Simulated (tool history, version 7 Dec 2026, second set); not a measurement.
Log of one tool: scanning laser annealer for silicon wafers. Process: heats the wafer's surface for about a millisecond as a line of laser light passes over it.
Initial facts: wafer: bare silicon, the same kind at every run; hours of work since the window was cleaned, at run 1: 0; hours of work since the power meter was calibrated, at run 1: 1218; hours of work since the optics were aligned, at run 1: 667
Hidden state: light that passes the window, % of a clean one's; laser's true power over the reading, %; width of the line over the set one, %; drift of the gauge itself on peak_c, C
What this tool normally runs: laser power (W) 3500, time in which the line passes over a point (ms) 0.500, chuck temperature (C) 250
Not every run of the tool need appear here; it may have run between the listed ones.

run    hour  laser power (W)  time in which the line passes over a point (ms)  chuck temperature (C)  hours of work since the window was cleaned  hours of work since the power meter was calibrated  hours of work since the optics were aligned  highest temperature of the surface (C)
  1     0.0             3500                                            0.500                    250                                           0                                                1218                                          667                                     969
  2    59.2             3402                                            0.500                    250                                          34                                                1251                                          701                                     945
  3   110.0             3500                                            0.500                    250                                          63                                                1280                                          730                                     967
  4   156.9             3443                                            0.500                    250                                          89                                                1307                                          756                                     949
  5   213.3             3443                                            0.500                    250                                         122                                                1339                                          789                                     953
  6   249.7             3500                                            0.464                    250                                         142                                                1360                                          809                                     940
  7   310.0             3500                                            0.464                    250                                         177                                                1394                                          844                                     939
  8   354.0             3500                                            0.464                    250                                         202                                                1419                                          869                                     940
  9   409.5             3500                                            0.464                    250                                         233                                                1451                                          900                                     939
 10   450.0             3500                                            0.464                    250                                         257                                                1474                                          924                                     934
 11   476.4             3500                                            0.464                    250                                         272                                                1489                                          939                                     935
 12   526.6             3500                                            0.464                    250                                         300                                                1518                                          967                                     933
 13   563.5             3500                                            0.464                    256                                         321                                                1539                                          988                                     938
 14   626.2             3500                                            0.464                    256                                         357                                                1575                                         1024                                     937
      634.9  -- optics aligned, line set to its width
 15   675.4             3500                                            0.500                    240                                         382                                                1600                                           23                                     944
 16   734.6             3500                                            0.500                    240                                         416                                                1633                                           57                                     939
      789.3  -- optics aligned, line set to its width, once more
 17   804.6             3500                                            0.500                    250                                         453                                                1671                                            9                                     964
 18   858.7             3500                                            0.500                    250                                         484                                                1701                                           40                                     959
 19   892.8             3500                                            0.500                    271                                         503                                                1721                                           59                                     984
 20   952.1             3500                                            0.500                    241                                         537                                                1755                                           93                                     950
 21  1015.9             3379                                            0.587                    268                                         573                                                1791                                          129                                    1004
 22  1056.3             3254                                            0.477                    228                                         597                                                1814                                          152                                     869
 23  1103.8             3254                                            0.477                    225                                         624                                                1841                                          179                                     862
 24  1131.8             3254                                            0.477                    225                                         639                                                1857                                          195                                     865
 25  1165.0             3030                                            0.477                    225                                         658                                                1876                                          214                                     815
 26  1192.7             3097                                            0.429                    250                                         674                                                1892                                          230                                     823
 27  1223.7             3097                                            0.429                    250                                         692                                                1909                                          248                                     823
 28  1277.6             3500                                            0.408                    214                                         723                                                1940                                          278                                     854
 29  1327.6             3794                                            0.500                    250                                         751                                                1969                                          307                                    1019
 30  1369.9             3794                                            0.500                    250                                         775                                                1993                                          331                                    1015
 31  1405.5             3636                                            0.476                    236                                         796                                                2013                                          351                                     948
 32  1470.8             3836                                            0.500                    250                                         833                                                2050                                          389                                    1023
     1516.7  -- window over the wafer cleaned
 33  1535.4             3515                                            0.575                    216                                          11                                                2086                                          424                                     992
 34  1593.4             3515                                            0.575                    216                                          44                                                2119                                          457                                     989
 35  1626.2             3466                                            0.500                    265                                          62                                                2138                                          476                                     984
 36  1673.0             3597                                            0.556                    263                                          89                                                2164                                          503                                    1045
 37  1724.3             3597                                            0.556                    263                                         118                                                2194                                          532                                    1039
 38  1758.9             3597                                            0.556                    263                                         138                                                2213                                          552                                    1043
 39  1794.0             3343                                            0.556                    264                                         158                                                2233                                          572                                     984
 40  1858.1             3248                                            0.613                    264                                         195                                                2270                                          608                                     992

Each row is a separate what-if for the run after 40, all from the same tool condition, not one after another. Results?
  A  1920.3             3078                                            0.500                    258                                         230                                                2305                                          644                                       ?
  B  1920.3             3686                                            0.446                    269                                         230                                                2305                                          644                                       ?
  C  1920.3             3430                                            0.569                    289                                         230                                                2305                                          644                                       ?
  D  1920.3             3500                                            0.442                    258                                         230                                                2305                                          644                                       ?
  E  1920.3             3811                                            0.423                    230                                         230                                                2305                                          644                                       ?

run  highest temperature of the surface (C)
  A                                     883
  B                                     989
  C                                    1034
  D                                     936
  E                                     958
The same runs, with their run-to-run variation unchanged, on a tool lacking any hidden condition would have given:
run  highest temperature of the surface (C)
  A                                     885
  B                                     992
  C                                    1038
  D                                     939
  E                                     961
